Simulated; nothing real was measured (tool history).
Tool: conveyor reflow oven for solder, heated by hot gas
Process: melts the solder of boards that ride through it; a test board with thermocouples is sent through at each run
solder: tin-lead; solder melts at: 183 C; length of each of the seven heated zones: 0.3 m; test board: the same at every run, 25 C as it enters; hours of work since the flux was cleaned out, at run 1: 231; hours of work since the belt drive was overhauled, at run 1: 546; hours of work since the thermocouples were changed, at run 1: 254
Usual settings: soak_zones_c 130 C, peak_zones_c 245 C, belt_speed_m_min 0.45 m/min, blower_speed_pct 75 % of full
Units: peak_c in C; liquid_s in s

run,hour,soak_zones_c,peak_zones_c,belt_speed_m_min,blower_speed_pct,hours of work since the flux was cleaned out,hours of work since the belt drive was overhauled,hours of work since the thermocouples were changed,peak_c,liquid_s
1,0,130,245,0.45,75,231,546,254,221.9,59.9
2,6.9,130,245,0.45,75,235,551,259,221.6,60.4
3,18.6,130,245,0.45,75,243,559,267,221.9,60
4,25.1,130,245,0.45,75,247,563,271,221.4,60.2
# hour 31.5: flux residue cleaned out of gas plates and filters
5,39.8,130,245,0.435,75,5,569,277,224.4,64.9
6,46.6,130,245,0.364,75,10,574,282,230.7,83.1
7,53.6,130,245,0.364,75,15,579,287,230.9,83.4
8,61.7,130,245,0.45,75,20,584,292,223.2,61.4
9,70,130,245,0.45,75,25,589,297,223,61.1
10,75.7,130,245,0.45,75,29,593,301,223,61.6
11,82.5,130,245,0.45,75,34,598,306,223.2,61.2
12,89.4,130,245,0.45,75,38,602,310,223,61.3
13,100.9,130,245,0.45,75,46,610,318,222.8,61.2
14,110.2,130,245,0.45,75,52,616,324,223.2,61.3
15,116.5,130,241,0.45,75,56,620,328,219.3,58.7
16,123.9,130,251,0.45,75,61,625,333,228.3,64.8
17,131.9,130,251,0.45,75,66,630,339,228,64.9
18,138.4,143,255,0.415,75,71,635,343,236.9,81
19,150.4,143,255,0.415,75,79,643,351,236.9,80.8

Run 20 comes next. What will it give?
20,162,130,245,0.45,60,86,650,358,?,?

peak_c: 215.4 C
liquid_s: 54.3 s
Without the tool's hidden state the same run would have given peak_c 215.2 C, liquid_s 53.7 s.
